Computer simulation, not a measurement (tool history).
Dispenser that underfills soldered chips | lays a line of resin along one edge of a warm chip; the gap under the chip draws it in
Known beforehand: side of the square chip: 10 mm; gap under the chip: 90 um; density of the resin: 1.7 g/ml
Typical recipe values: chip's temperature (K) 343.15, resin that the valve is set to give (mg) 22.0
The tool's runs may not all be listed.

| run | hour | chip's temperature (K) | resin that the valve is set to give (mg) | time until the resin shows at the far edge (s) | resin that the valve gave (mg) |
|---|---|---|---|---|---|
| 1 | 0.0 | 343.15 | 22.0 | 95.6 | 20.46 |
|  | 5.0 | new syringe of resin |
| 2 | 9.7 | 343.15 | 22.0 | 77.5 | 20.18 |
|  | 18.4 | new syringe of resin |
| 3 | 20.1 | 343.15 | 22.0 | 64.0 | 20.05 |
| 4 | 24.9 | 343.15 | 22.0 | 85.5 | 20.02 |
| 5 | 31.0 | 343.15 | 22.0 | 119.0 | 20.08 |
|  | 31.8 | new syringe of resin |
|  | 35.5 | dispensing valve cleaned and set on the balance |
| 6 | 38.8 | 343.15 | 22.0 | 79.1 | 22.05 |
| 7 | 43.5 | 343.15 | 20.6 | 106.7 | 20.40 |
|  | 46.4 | new syringe of resin |
| 8 | 48.0 | 353.15 | 22.0 | 45.4 | 21.91 |
| 9 | 55.4 | 353.15 | 22.0 | 70.1 | 21.72 |
|  | 60.1 | new syringe of resin |
| 10 | 62.2 | 353.15 | 22.0 | 47.0 | 21.54 |
| 11 | 70.6 | 354.15 | 22.0 | 73.8 | 21.52 |
|  | 73.3 | new syringe of resin |
| 12 | 80.5 | 354.15 | 22.0 | 58.7 | 21.46 |
|  | 86.5 | new syringe of resin |
| 13 | 89.0 | 354.15 | 22.0 | 46.0 | 21.25 |
| 14 | 98.5 | 332.15 | 22.0 | 170.5 | 21.12 |
|  | 100.3 | new syringe of resin |
| 15 | 108.1 | 343.15 | 21.1 | 91.9 | 20.05 |
|  | 113.6 | new syringe of resin |
| 16 | 114.1 | 338.15 | 24.0 | 69.4 | 22.81 |
| 17 | 124.0 | 331.15 | 24.7 | 156.2 | 23.39 |
|  | 127.1 | new syringe of resin |
| 18 | 132.7 | 331.15 | 24.7 | 117.8 | 23.14 |
|  | 140.6 | new syringe of resin |
| 19 | 142.9 | 331.15 | 24.7 | 98.1 | 22.94 |
| 20 | 150.3 | 340.15 | 19.5 | 116.9 | 18.05 |
|  | 154.2 | new syringe of resin |
| 21 | 154.9 | 349.15 | 25.1 | 46.9 | 23.28 |
| 22 | 161.8 | 343.15 | 26.1 | 85.1 | 24.14 |
|  | 167.7 | new syringe of resin |
| 23 | 171.7 | 343.15 | 26.1 | 70.2 | 23.81 |
| 24 | 177.7 | 347.15 | 21.3 | 90.8 | 19.40 |
|  | 180.9 | new syringe of resin |
| 25 | 183.2 | 334.15 | 20.8 | 92.1 | 18.82 |
|  | 188.2 | dispensing valve cleaned and set on the balance |
| 26 | 190.3 | 337.15 | 24.6 | 109.2 | 24.51 |
|  | 195.5 | new syringe of resin |
| 27 | 198.5 | 329.15 | 20.9 | 111.0 | 20.79 |

Run by run, hidden condition taken away, random variation retained:
Hidden conditions of the tool in this case: resin's viscosity, % of fresh resin's; dose that the valve gives, % of what is set; true chip temperature over the reading, C; drift of the gauge itself on fill_s, %; drift of the gauge itself on given_mg, %.
| run | time until the resin shows at the far edge (s) | resin that the valve gave (mg) |
|---|---|---|
| 1 | 58.8 | 22.06 |
| 2 | 58.0 | 21.89 |
| 3 | 57.9 | 21.89 |
| 4 | 58.4 | 21.93 |
| 5 | 57.2 | 22.08 |
| 6 | 58.0 | 22.06 |
| 7 | 59.6 | 20.47 |
| 8 | 41.4 | 22.05 |
| 9 | 41.7 | 21.96 |
| 10 | 42.0 | 21.88 |
| 11 | 40.8 | 21.98 |
| 12 | 39.5 | 22.06 |
| 13 | 39.7 | 21.97 |
| 14 | 85.1 | 21.97 |
| 15 | 58.8 | 20.99 |
| 16 | 67.7 | 23.98 |
| 17 | 86.0 | 24.75 |
| 18 | 87.1 | 24.62 |
| 19 | 86.9 | 24.57 |
| 20 | 66.0 | 19.44 |
| 21 | 46.0 | 25.15 |
| 22 | 56.1 | 26.19 |
| 23 | 56.8 | 26.02 |
| 24 | 51.2 | 21.27 |
| 25 | 80.7 | 20.72 |
| 26 | 69.1 | 24.57 |
| 27 | 95.5 | 20.94 |
